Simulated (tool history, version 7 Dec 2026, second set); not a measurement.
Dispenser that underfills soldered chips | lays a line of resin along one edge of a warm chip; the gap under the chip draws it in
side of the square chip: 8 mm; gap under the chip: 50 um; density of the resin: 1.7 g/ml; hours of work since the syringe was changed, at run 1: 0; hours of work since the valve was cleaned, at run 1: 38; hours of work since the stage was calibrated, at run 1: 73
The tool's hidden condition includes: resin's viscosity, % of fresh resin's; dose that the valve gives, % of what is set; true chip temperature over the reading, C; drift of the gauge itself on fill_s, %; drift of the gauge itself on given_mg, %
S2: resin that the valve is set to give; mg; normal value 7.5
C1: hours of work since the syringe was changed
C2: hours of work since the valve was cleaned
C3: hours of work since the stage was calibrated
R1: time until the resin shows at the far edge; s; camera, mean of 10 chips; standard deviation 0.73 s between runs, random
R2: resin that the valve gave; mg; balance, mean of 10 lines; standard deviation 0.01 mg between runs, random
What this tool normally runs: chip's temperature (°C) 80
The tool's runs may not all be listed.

{"run": 1, "hour": 0.0, "chip's temperature (°C)": 80, "S2": 7.5, "C1": 0, "C2": 38, "C3": 73, "R1": 68.9, "R2": 7.39}
{"run": 2, "hour": 4.2, "chip's temperature (°C)": 80, "S2": 7.5, "C1": 3, "C2": 40, "C3": 76, "R1": 80.9, "R2": 7.38}
{"hour": 9.0, "done": "new syringe of resin"}
{"run": 3, "hour": 9.0, "chip's temperature (°C)": 66, "S2": 7.5, "C1": 0, "C2": 43, "C3": 79, "R1": 126.2, "R2": 7.36}
{"run": 4, "hour": 13.4, "chip's temperature (°C)": 66, "S2": 7.5, "C1": 3, "C2": 46, "C3": 82, "R1": 150.9, "R2": 7.37}
{"run": 5, "hour": 17.7, "chip's temperature (°C)": 66, "S2": 7.5, "C1": 6, "C2": 49, "C3": 85, "R1": 173.5, "R2": 7.36}
{"hour": 19.0, "done": "new syringe of resin"}
{"run": 6, "hour": 24.0, "chip's temperature (°C)": 71, "S2": 7.5, "C1": 3, "C2": 53, "C3": 89, "R1": 119.2, "R2": 7.34}
{"hour": 26.1, "done": "dispensing valve cleaned and set on the balance"}
{"run": 7, "hour": 28.6, "chip's temperature (°C)": 71, "S2": 7.5, "C1": 6, "C2": 2, "C3": 91, "R1": 136.8, "R2": 7.5}
{"hour": 29.8, "done": "new syringe of resin"}
{"run": 8, "hour": 35.8, "chip's temperature (°C)": 80, "S2": 8.29, "C1": 4, "C2": 6, "C3": 96, "R1": 81.4, "R2": 8.27}
{"hour": 39.8, "done": "new syringe of resin"}
{"run": 9, "hour": 42.0, "chip's temperature (°C)": 80, "S2": 8.29, "C1": 1, "C2": 10, "C3": 100, "R1": 69.8, "R2": 8.25}
{"run": 10, "hour": 45.2, "chip's temperature (°C)": 80, "S2": 8.29, "C1": 4, "C2": 12, "C3": 102, "R1": 78.9, "R2": 8.25}
{"hour": 49.5, "done": "new syringe of resin"}
{"run": 11, "hour": 51.7, "chip's temperature (°C)": 91, "S2": 7.5, "C1": 1, "C2": 16, "C3": 106, "R1": 43.5, "R2": 7.45}
{"run": 12, "hour": 56.6, "chip's temperature (°C)": 75, "S2": 7.5, "C1": 5, "C2": 20, "C3": 109, "R1": 109.5, "R2": 7.43}
{"hour": 59.6, "done": "new syringe of resin"}
{"run": 13, "hour": 60.2, "chip's temperature (°C)": 80, "S2": 7.5, "C1": 0, "C2": 22, "C3": 111, "R1": 66, "R2": 7.43}
{"run": 14, "hour": 67.4, "chip's temperature (°C)": 80, "S2": 7.5, "C1": 5, "C2": 27, "C3": 116, "R1": 88, "R2": 7.41}
{"hour": 69.6, "done": "new syringe of resin"}
{"run": 15, "hour": 74.5, "chip's temperature (°C)": 80, "S2": 7.5, "C1": 3, "C2": 31, "C3": 121, "R1": 76.2, "R2": 7.42}
{"run": 16, "hour": 77.5, "chip's temperature (°C)": 87, "S2": 7.5, "C1": 5, "C2": 33, "C3": 123, "R1": 62.1, "R2": 7.41}
{"hour": 79.5, "done": "new syringe of resin"}
{"run": 17, "hour": 82.1, "chip's temperature (°C)": 80, "S2": 7.5, "C1": 2, "C2": 36, "C3": 126, "R1": 70.7, "R2": 7.4}
{"run": 18, "hour": 87.0, "chip's temperature (°C)": 80, "S2": 7.5, "C1": 5, "C2": 39, "C3": 129, "R1": 85.6, "R2": 7.37}
{"hour": 89.5, "done": "new syringe of resin"}
{"run": 19, "hour": 93.0, "chip's temperature (°C)": 80, "S2": 7.5, "C1": 2, "C2": 43, "C3": 133, "R1": 74.2, "R2": 7.38}

Run 20 has not been measured yet. What should we expect?
{"hour": 99.4, "done": "new syringe of resin"}
{"run": 20, "hour": 100.4, "chip's temperature (°C)": 80, "S2": 7.5, "C1": 1, "C2": 48, "C3": 137, "R1": "?", "R2": "?"}

Run 20 yielded R1 66.8 s, R2 7.35 mg.
Take away the tool's hidden state, keep the run-to-run variation as it was, and the same run would have given R1 66.7 s, R2 7.49 mg.
